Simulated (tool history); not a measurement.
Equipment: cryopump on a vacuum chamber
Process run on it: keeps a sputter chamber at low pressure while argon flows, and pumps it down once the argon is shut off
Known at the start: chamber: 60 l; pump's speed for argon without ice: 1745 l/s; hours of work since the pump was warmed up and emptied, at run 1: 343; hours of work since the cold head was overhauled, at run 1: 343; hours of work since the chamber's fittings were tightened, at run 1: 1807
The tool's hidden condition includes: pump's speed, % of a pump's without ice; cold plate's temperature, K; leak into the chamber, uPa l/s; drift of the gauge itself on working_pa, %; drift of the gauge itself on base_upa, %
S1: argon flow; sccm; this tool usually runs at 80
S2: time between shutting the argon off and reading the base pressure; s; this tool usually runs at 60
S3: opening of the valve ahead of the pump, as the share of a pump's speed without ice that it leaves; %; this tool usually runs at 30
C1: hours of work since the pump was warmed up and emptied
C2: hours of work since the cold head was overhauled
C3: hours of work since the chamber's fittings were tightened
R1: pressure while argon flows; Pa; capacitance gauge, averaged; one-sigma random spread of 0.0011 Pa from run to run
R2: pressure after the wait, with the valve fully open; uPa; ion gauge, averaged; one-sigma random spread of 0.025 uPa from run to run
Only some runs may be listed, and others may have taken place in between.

run	hour	S1	S2	S3	C1	C2	C3	R1	R2
1	0	80	60	30	343	343	1807	0.2673	2.16
2	22.6	80	60	30	357	357	1821	0.2657	2.1
3	40.3	80	60	30	368	368	1832	0.2651	2.18
4	62.4	80	60	30	382	382	1846	0.2671	2.18
5	80.4	80	60	30	393	393	1857	0.2685	2.21
6	101.9	80	60	30	407	407	1871	0.2695	2.18
7	116.2	142	60	30	416	416	1880	0.4795	2.16
8	136.7	142	60	30	429	429	1892	0.4779	2.2
9	151.3	142	60	30	438	438	1902	0.4817	2.18
10	166.4	80	113	30	447	447	1911	0.2714	1.78
11	184.7	60	113	19	459	459	1923	0.3119	1.76
12	199.3	60	113	19	468	468	1932	0.3143	1.82
13	225	50	181	25	484	484	1948	0.2026	1.68
14	250.1	50	181	25	500	500	1964	0.2019	1.7
15	262.3	50	88	47	508	508	1971	0.1115	2
16	281.9	141	71	32	520	520	1984	0.4536	2.17
17	305.4	89	39	59	535	535	1998	0.1627	2.85
18	322.5	40	54	59	545	545	2009	0.0736	2.41
19	342.3	128	74	35	558	558	2021	0.3769	2.2
20	365.2	80	60	27	572	572	2036	0.3031	2.36

Alternative continuations, all from the tool just after run 20; predict every row:
A	376.1	80	47	57	579	579	2043	?	?
B	376.1	94	32	57	579	579	2043	?	?
C	376.1	80	232	27	579	579	2043	?	?

run	R1	R2
A	0.1519	2.64
B	0.1781	3.15
C	0.3039	1.72
Take away the tool's hidden state, keep each run's random variation, and the runs would have read:
run	R1	R2
A	0.136	1.31
B	0.1594	1.83
C	0.288	0.39
